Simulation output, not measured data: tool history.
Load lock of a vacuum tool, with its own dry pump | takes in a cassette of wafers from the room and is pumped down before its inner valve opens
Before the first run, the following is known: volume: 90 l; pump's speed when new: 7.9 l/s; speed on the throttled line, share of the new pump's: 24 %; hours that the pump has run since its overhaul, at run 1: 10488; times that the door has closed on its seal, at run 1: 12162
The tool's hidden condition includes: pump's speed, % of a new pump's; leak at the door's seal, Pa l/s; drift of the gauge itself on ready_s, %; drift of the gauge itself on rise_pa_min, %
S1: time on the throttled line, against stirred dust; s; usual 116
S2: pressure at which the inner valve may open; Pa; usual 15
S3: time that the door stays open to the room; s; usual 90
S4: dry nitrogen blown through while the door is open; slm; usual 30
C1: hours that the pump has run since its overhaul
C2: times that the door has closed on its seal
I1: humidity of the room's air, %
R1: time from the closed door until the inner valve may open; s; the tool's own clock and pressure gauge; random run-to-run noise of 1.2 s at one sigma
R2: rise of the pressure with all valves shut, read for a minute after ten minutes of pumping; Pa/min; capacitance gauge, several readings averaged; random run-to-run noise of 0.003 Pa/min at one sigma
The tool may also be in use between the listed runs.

Run 1, hour 0.0: usual settings; C1 10488; C2 12162; I1 42.8. Result: R1 191.5 s, R2 0.032 Pa/min.
Run 2, hour 244.2: usual settings but S2 18 Pa; C1 10732; C2 13003; I1 40.6. Result: R1 187.6 s, R2 0.030 Pa/min.
Run 3, hour 353.0: usual settings; C1 10841; C2 13378; I1 47.4. Result: R1 190.0 s, R2 0.033 Pa/min.
Run 4, hour 591.9: usual settings; C1 11080; C2 14201; I1 45.9. Result: R1 188.2 s, R2 0.035 Pa/min.
Run 5, hour 822.2: usual settings; C1 11310; C2 14994; I1 45.8. Result: R1 189.1 s, R2 0.027 Pa/min.
Run 6, hour 947.3: usual settings; C1 11435; C2 15425; I1 43.9. Result: R1 188.3 s, R2 0.025 Pa/min.
Run 7, hour 1133.5: usual settings; C1 11622; C2 16066; I1 45.3. Result: R1 189.1 s, R2 0.033 Pa/min.
Run 8, hour 1376.5: usual settings; C1 11865; C2 16903; I1 47.2. Result: R1 188.8 s, R2 0.038 Pa/min.
Run 9, hour 1518.3: usual settings; C1 12006; C2 17392; I1 46.0. Result: R1 191.1 s, R2 0.031 Pa/min.
Run 10, hour 1717.4: usual settings; C1 12206; C2 18077; I1 45.9. Result: R1 188.5 s, R2 0.036 Pa/min.
Run 11, hour 1939.8: usual settings but S1 124 s, S3 124 s; C1 12428; C2 18843; I1 43.6. Result: R1 193.8 s, R2 0.042 Pa/min.
Run 12, hour 2197.1: usual settings but S1 224 s, S3 63 s; C1 12685; C2 19730; I1 44.5. Result: R1 269.5 s, R2 0.025 Pa/min.

Run 13 comes next. What will it give?
Run 13, hour 2357.7: usual settings but S1 77 s, S2 19 Pa, S3 63 s, S4 12 slm; C1 12846; C2 20283; I1 43.9. Result: R1 ?, R2 ?.

{"run 13": {"R1": 157.3, "R2": 0.035}}
With no hidden state in the tool, this same run would have given R1 157.3 s, R2 0.034 Pa/min.

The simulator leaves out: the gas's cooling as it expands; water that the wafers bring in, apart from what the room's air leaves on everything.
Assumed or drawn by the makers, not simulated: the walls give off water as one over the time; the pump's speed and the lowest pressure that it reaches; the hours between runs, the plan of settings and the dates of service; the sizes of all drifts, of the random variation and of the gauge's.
